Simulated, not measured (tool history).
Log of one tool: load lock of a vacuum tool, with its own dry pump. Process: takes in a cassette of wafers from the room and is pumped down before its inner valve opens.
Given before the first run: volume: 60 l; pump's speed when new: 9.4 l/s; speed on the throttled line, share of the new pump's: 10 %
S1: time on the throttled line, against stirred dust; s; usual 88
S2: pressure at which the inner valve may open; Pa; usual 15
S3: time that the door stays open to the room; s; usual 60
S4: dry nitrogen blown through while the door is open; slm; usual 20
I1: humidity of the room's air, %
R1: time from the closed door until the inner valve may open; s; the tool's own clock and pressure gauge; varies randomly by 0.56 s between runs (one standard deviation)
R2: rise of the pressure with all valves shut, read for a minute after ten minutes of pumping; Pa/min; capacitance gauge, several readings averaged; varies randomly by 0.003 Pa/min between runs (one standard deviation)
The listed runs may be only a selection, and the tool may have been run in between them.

| run | day | S1 | S2 | S3 | S4 | I1 | R1 | R2 |
|---|---|---|---|---|---|---|---|---|
| 1 | 0 | 88 | 15 | 60 | 20 | 44.1 | 138.5 | 0.19 |
| 2 | 9.167 | 88 | 15 | 60 | 20 | 43.7 | 137.1 | 0.191 |
| 3 | 18.229 | 88 | 15 | 60 | 20 | 45.7 | 137.6 | 0.19 |
| 4 | 24.054 | 88 | 26 | 60 | 20 | 45.8 | 134.2 | 0.207 |
| 5 | 35.233 | 88 | 15 | 60 | 20 | 46.1 | 137.8 | 0.202 |
| 6 | 43.738 | 88 | 15 | 60 | 38 | 49.7 | 137.2 | 0.213 |
| 7 | 49.5 | 88 | 15 | 60 | 38 | 44.3 | 138.3 | 0.216 |
| 8 | 60.2 | 88 | 15 | 60 | 38 | 43 | 137.8 | 0.235 |
| 9 | 68.283 | 88 | 15 | 60 | 38 | 41.7 | 138.3 | 0.234 |
| 10 | 72.967 | 88 | 15 | 204 | 38 | 46.1 | 138.1 | 0.261 |
| 11 | 84.417 | 88 | 15 | 204 | 11 | 44.6 | 138.9 | 0.288 |
| 12 | 92.483 | 88 | 15 | 60 | 24 | 46.7 | 137.9 | 0.257 |
| 13 | 99.504 | 88 | 15 | 60 | 24 | 45.7 | 139.3 | 0.261 |
| 14 | 110.429 | 88 | 15 | 60 | 24 | 46.5 | 139.3 | 0.27 |
| 15 | 117.138 | 88 | 15 | 60 | 20 | 43 | 138.5 | 0.285 |
| 16 | 126.721 | 88 | 15 | 60 | 26 | 41.7 | 139.8 | 0.287 |
| 17 | 137.571 | 88 | 15 | 60 | 20 | 43.8 | 139.1 | 0.304 |
| 18 | 144.333 | 88 | 15 | 62 | 20 | 43.9 | 140.2 | 0.317 |
| 19 | 151.354 | 88 | 15 | 60 | 20 | 42.2 | 140.3 | 0.323 |
| 20 | 161.312 | 103 | 23 | 60 | 6 | 50.1 | 150.8 | 0.336 |
| 21 | 167.3 | 103 | 23 | 60 | 6 | 46 | 149.8 | 0.347 |
| 22 | 172.821 | 119 | 14 | 66 | 9 | 47.6 | 167.3 | 0.36 |
| 23 | 181.608 | 88 | 11 | 61 | 20 | 46 | 142.1 | 0.348 |
| 24 | 187.179 | 76 | 12 | 32 | 6 | 47.1 | 129.7 | 0.353 |
| 25 | 196.379 | 52 | 12 | 74 | 9 | 45.1 | 109.5 | 0.379 |
| 26 | 202.325 | 52 | 12 | 74 | 9 | 46.3 | 109.2 | 0.374 |
| 27 | 211.204 | 133 | 25 | 43 | 30 | 45.9 | 176.8 | 0.381 |
| 28 | 216.971 | 133 | 25 | 43 | 30 | 48.8 | 177.4 | 0.39 |
| 29 | 222.85 | 88 | 13 | 74 | 10 | 41.2 | 141.7 | 0.409 |
| 30 | 230.942 | 118 | 15 | 197 | 10 | 42.6 | 168.4 | 0.439 |
| 31 | 236.892 | 118 | 15 | 197 | 10 | 46.8 | 167.2 | 0.452 |
| 32 | 246.917 | 118 | 23 | 197 | 5 | 44 | 163.9 | 0.481 |
| 33 | 251.562 | 88 | 22 | 60 | 20 | 45 | 137 | 0.443 |
| 34 | 259.421 | 54 | 22 | 41 | 7 | 48.2 | 106.6 | 0.447 |
| 35 | 268.367 | 54 | 22 | 152 | 7 | 45.5 | 107.5 | 0.483 |
| 36 | 273.233 | 88 | 15 | 60 | 8 | 43.6 | 140.4 | 0.464 |
| 37 | 281.258 | 88 | 15 | 60 | 8 | 47.2 | 140.3 | 0.482 |

The same runs without the tool's hidden state, with the same run-to-run variation:
What the log doesn't record here: pump's speed, % of a new pump's; leak at the door's seal, Pa l/s; drift of the gauge itself on ready_s, %; drift of the gauge itself on rise_pa_min, %.
| run | R1 | R2 |
|---|---|---|
| 1 | 136.6 | 0.026 |
| 2 | 135.2 | 0.02 |
| 3 | 135.6 | 0.015 |
| 4 | 132.2 | 0.021 |
| 5 | 135.6 | 0.013 |
| 6 | 134.9 | 0.012 |
| 7 | 135.9 | 0.013 |
| 8 | 135.3 | 0.018 |
| 9 | 135.7 | 0.015 |
| 10 | 135.5 | 0.032 |
| 11 | 136.1 | 0.053 |
| 12 | 135 | 0.014 |
| 13 | 136.3 | 0.013 |
| 14 | 136.2 | 0.017 |
| 15 | 135.4 | 0.017 |
| 16 | 136.5 | 0.013 |
| 17 | 135.7 | 0.018 |
| 18 | 136.7 | 0.019 |
| 19 | 136.7 | 0.016 |
| 20 | 147.4 | 0.028 |
| 21 | 146.3 | 0.027 |
| 22 | 163.7 | 0.031 |
| 23 | 138 | 0.019 |
| 24 | 125.5 | 0.017 |
| 25 | 104.8 | 0.029 |
| 26 | 104.5 | 0.021 |
| 27 | 173.2 | 0.013 |
| 28 | 173.7 | 0.014 |
| 29 | 137.2 | 0.026 |
| 30 | 164.1 | 0.048 |
| 31 | 162.9 | 0.058 |
| 32 | 159.7 | 0.068 |
| 33 | 132.4 | 0.023 |
| 34 | 101.7 | 0.022 |
| 35 | 102.4 | 0.049 |
| 36 | 135.4 | 0.027 |
| 37 | 135.2 | 0.025 |
